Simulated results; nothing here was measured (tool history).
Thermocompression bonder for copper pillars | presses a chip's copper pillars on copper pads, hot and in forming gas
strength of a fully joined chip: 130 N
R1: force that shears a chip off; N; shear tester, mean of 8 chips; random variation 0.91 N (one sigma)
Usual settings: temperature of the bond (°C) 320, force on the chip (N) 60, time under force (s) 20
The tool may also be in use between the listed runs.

{"run": 1, "day": 0.0, "temperature of the bond (°C)": 320, "force on the chip (N)": 60, "time under force (s)": 20, "R1": 67.1}
{"run": 2, "day": 0.7, "temperature of the bond (°C)": 320, "force on the chip (N)": 60, "time under force (s)": 20, "R1": 68.7}
{"run": 3, "day": 1.808, "temperature of the bond (°C)": 313, "force on the chip (N)": 60, "time under force (s)": 20, "R1": 61.5}
{"run": 4, "day": 3.329, "temperature of the bond (°C)": 313, "force on the chip (N)": 60, "time under force (s)": 20, "R1": 61.2}
{"run": 5, "day": 4.646, "temperature of the bond (°C)": 320, "force on the chip (N)": 60, "time under force (s)": 26, "R1": 71.8}
{"day": 5.542, "done": "forming gas filter changed"}
{"run": 6, "day": 5.592, "temperature of the bond (°C)": 320, "force on the chip (N)": 60, "time under force (s)": 26, "R1": 80.6}
{"run": 7, "day": 6.683, "temperature of the bond (°C)": 320, "force on the chip (N)": 57, "time under force (s)": 26, "R1": 76.6}
{"run": 8, "day": 7.692, "temperature of the bond (°C)": 301, "force on the chip (N)": 49, "time under force (s)": 13, "R1": 39.3}
{"run": 9, "day": 9.254, "temperature of the bond (°C)": 308, "force on the chip (N)": 45, "time under force (s)": 20, "R1": 46.8}
{"run": 10, "day": 10.696, "temperature of the bond (°C)": 308, "force on the chip (N)": 45, "time under force (s)": 20, "R1": 47.4}
{"run": 11, "day": 11.325, "temperature of the bond (°C)": 308, "force on the chip (N)": 45, "time under force (s)": 20, "R1": 46.2}
{"run": 12, "day": 12.775, "temperature of the bond (°C)": 322, "force on the chip (N)": 59, "time under force (s)": 20, "R1": 71.3}
{"run": 13, "day": 14.117, "temperature of the bond (°C)": 319, "force on the chip (N)": 42, "time under force (s)": 20, "R1": 50.2}

Forecast each of these 3 alternatives for the next run:
{"run": "A", "day": 15.304, "temperature of the bond (°C)": 312, "force on the chip (N)": 53, "time under force (s)": 22, "R1": "?"}
{"run": "B", "day": 15.304, "temperature of the bond (°C)": 341, "force on the chip (N)": 60, "time under force (s)": 20, "R1": "?"}
{"run": "C", "day": 15.304, "temperature of the bond (°C)": 319, "force on the chip (N)": 52, "time under force (s)": 13, "R1": "?"}

run=A R1=59.2
run=B R1=87.6
run=C R1=51.7
Without the tool's hidden state the same runs would have given:
run=A R1=64.5
run=B R1=94.2
run=C R1=56.4
